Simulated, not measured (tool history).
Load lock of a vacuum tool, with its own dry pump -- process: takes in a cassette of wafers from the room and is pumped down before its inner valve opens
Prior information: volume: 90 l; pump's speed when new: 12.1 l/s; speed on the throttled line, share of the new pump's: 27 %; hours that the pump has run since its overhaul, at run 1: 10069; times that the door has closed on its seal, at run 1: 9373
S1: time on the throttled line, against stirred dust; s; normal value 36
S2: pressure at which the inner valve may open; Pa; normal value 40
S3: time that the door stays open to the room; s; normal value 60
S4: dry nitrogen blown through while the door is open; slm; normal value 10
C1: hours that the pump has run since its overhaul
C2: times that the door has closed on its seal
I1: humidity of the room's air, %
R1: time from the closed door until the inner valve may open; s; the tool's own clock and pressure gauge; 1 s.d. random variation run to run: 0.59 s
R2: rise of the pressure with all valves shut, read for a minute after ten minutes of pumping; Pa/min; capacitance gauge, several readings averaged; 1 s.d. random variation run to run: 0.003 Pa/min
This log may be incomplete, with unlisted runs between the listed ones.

Run 1, day 0.000: usual settings; C1 10069; C2 9373; I1 46.6. Result: R1 96.0 s, R2 0.079 Pa/min.
Run 2, day 7.567: usual settings; C1 10250; C2 9958; I1 45.5. Result: R1 94.7 s, R2 0.085 Pa/min.
Run 3, day 18.004: usual settings; C1 10501; C2 10764; I1 44.5. Result: R1 97.4 s, R2 0.089 Pa/min.
Run 4, day 24.629: usual settings but S3 26 s; C1 10660; C2 11275; I1 45.3. Result: R1 95.6 s, R2 0.083 Pa/min.
Run 5, day 35.062: usual settings but S3 130 s; C1 10910; C2 12081; I1 42.6. Result: R1 95.4 s, R2 0.113 Pa/min.
Run 6, day 47.075: usual settings but S1 19 s; C1 11198; C2 13008; I1 43.7. Result: R1 85.4 s, R2 0.106 Pa/min.
Run 7, day 57.379: usual settings; C1 11446; C2 13804; I1 48.8. Result: R1 96.8 s, R2 0.113 Pa/min.
Run 8, day 66.179: usual settings; C1 11657; C2 14483; I1 41.7. Result: R1 98.3 s, R2 0.116 Pa/min.
Run 9, day 72.767: usual settings; C1 11815; C2 14992; I1 44.0. Result: R1 98.6 s, R2 0.122 Pa/min.
Run 10, day 83.408: usual settings; C1 12070; C2 15814; I1 46.6. Result: R1 97.6 s, R2 0.135 Pa/min.
Run 11, day 94.692: usual settings but S3 36 s; C1 12341; C2 16685; I1 47.7. Result: R1 97.6 s, R2 0.131 Pa/min.
Run 12, day 106.667: usual settings but S4 5 slm; C1 12629; C2 17609; I1 48.9. Result: R1 98.3 s, R2 0.156 Pa/min.
Run 13, day 115.500: usual settings but S4 5 slm; C1 12841; C2 18291; I1 44.6. Result: R1 99.3 s, R2 0.156 Pa/min.
Run 14, day 125.708: usual settings but S1 48 s; C1 13085; C2 19079; I1 45.4. Result: R1 107.7 s, R2 0.163 Pa/min.
Run 15, day 132.746: usual settings but S1 48 s; C1 13254; C2 19623; I1 41.5. Result: R1 107.8 s, R2 0.155 Pa/min.
Run 16, day 141.325: usual settings but S1 48 s; C1 13460; C2 20285; I1 45.1. Result: R1 107.2 s, R2 0.168 Pa/min.
Run 17, day 151.196: usual settings but S1 48 s; C1 13697; C2 21048; I1 43.4. Result: R1 108.2 s, R2 0.175 Pa/min.
Run 18, day 157.233: usual settings; C1 13842; C2 21514; I1 47.9. Result: R1 100.3 s, R2 0.183 Pa/min.
Run 19, day 167.471: usual settings but S2 74 Pa, S4 16 slm; C1 14088; C2 22304; I1 42.9. Result: R1 94.5 s, R2 0.185 Pa/min.
Run 20, day 174.304: usual settings but S1 21 s, S3 30 s, S4 21 slm; C1 14252; C2 22832; I1 44.6. Result: R1 91.0 s, R2 0.181 Pa/min.
Run 21, day 182.992: usual settings but S1 29 s, S3 30 s; C1 14460; C2 23503; I1 46.6. Result: R1 97.1 s, R2 0.191 Pa/min.
Run 22, day 190.946: usual settings but S1 29 s, S3 30 s; C1 14651; C2 24117; I1 45.6. Result: R1 97.0 s, R2 0.202 Pa/min.
Run 23, day 196.600: usual settings but S1 22 s, S2 56 Pa, S3 107 s; C1 14787; C2 24553; I1 44.5. Result: R1 88.2 s, R2 0.229 Pa/min.
Run 24, day 208.775: usual settings but S1 22 s, S2 56 Pa, S3 97 s; C1 15079; C2 25493; I1 43.0. Result: R1 90.5 s, R2 0.233 Pa/min.
Run 25, day 218.088: usual settings but S1 22 s, S2 56 Pa, S3 97 s; C1 15303; C2 26212; I1 45.2. Result: R1 90.1 s, R2 0.241 Pa/min.
Run 26, day 228.267: usual settings but S1 22 s, S2 30 Pa, S3 97 s, S4 35 slm; C1 15547; C2 26998; I1 45.5. Result: R1 96.5 s, R2 0.236 Pa/min.
Run 27, day 236.150: usual settings but S1 22 s, S2 30 Pa, S3 97 s, S4 35 slm; C1 15736; C2 27607; I1 48.0. Result: R1 98.3 s, R2 0.251 Pa/min.
Run 28, day 241.783: usual settings but S2 77 Pa, S3 39 s, S4 19 slm; C1 15871; C2 28042; I1 44.0. Result: R1 95.8 s, R2 0.248 Pa/min.
At day 248.875: door's seal changed, seat wiped.
Run 29, day 252.154: usual settings but S2 77 Pa, S3 39 s, S4 19 slm; C1 16119; C2 254; I1 40.9. Result: R1 96.9 s, R2 0.012 Pa/min.
Run 30, day 264.338: usual settings but S1 56 s, S2 67 Pa, S3 52 s, S4 6 slm; C1 16411; C2 1195; I1 44.5. Result: R1 111.0 s, R2 0.037 Pa/min.
At day 273.558: dry pump taken out, an overhauled one fitted.
Run 31, day 274.612: usual settings but S1 62 s, S2 44 Pa, S4 14 slm; C1 25; C2 1969; I1 44.2. Result: R1 103.5 s, R2 0.032 Pa/min.
Run 32, day 285.079: usual settings but S1 62 s, S2 44 Pa, S4 14 slm; C1 277; C2 2777; I1 46.5. Result: R1 103.2 s, R2 0.033 Pa/min.
Run 33, day 290.812: usual settings but S1 47 s, S2 52 Pa, S3 59 s, S4 41 slm; C1 414; C2 3219; I1 42.2. Result: R1 91.1 s, R2 0.018 Pa/min.
Run 34, day 299.150: usual settings but S1 47 s, S2 52 Pa, S3 59 s, S4 41 slm; C1 614; C2 3863; I1 43.4. Result: R1 90.4 s, R2 0.021 Pa/min.
Run 35, day 305.946: usual settings but S1 30 s, S2 52 Pa, S3 78 s, S4 41 slm; C1 777; C2 4388; I1 46.1. Result: R1 79.4 s, R2 0.030 Pa/min.
Run 36, day 313.754: usual settings but S1 25 s, S2 76 Pa; C1 965; C2 4991; I1 48.9. Result: R1 72.7 s, R2 0.048 Pa/min.

Each row is a separate what-if for the run after 36, all from the same tool condition, not one after another. Results?
Run A, day 321.958: usual settings but S3 87 s; C1 1162; C2 5624; I1 47.0. Result: R1 ?, R2 ?.
Run B, day 321.958: usual settings but S1 43 s, S3 36 s; C1 1162; C2 5624; I1 47.6. Result: R1 ?, R2 ?.
Run C, day 321.958: usual settings but S1 55 s, S2 35 Pa, S3 188 s; C1 1162; C2 5624; I1 45.1. Result: R1 ?, R2 ?.
Run D, day 321.958: usual settings but S1 25 s, S2 39 Pa, S4 23 slm; C1 1162; C2 5624; I1 45.1. Result: R1 ?, R2 ?.
Run E, day 321.958: usual settings but S1 25 s, S2 38 Pa, S3 35 s, S4 9 slm; C1 1162; C2 5624; I1 42.9. Result: R1 ?, R2 ?.

run     R1     R2
  A   86.2  0.063
  B   90.4  0.042
  C  100.8  0.078
  D   78.0  0.039
  E   77.6  0.045
Stripped of hidden state, with their random variation kept, the same runs would have yielded:
run     R1     R2
  A   85.5  0.043
  B   89.7  0.022
  C  100.2  0.058
  D   77.3  0.020
  E   76.9  0.026
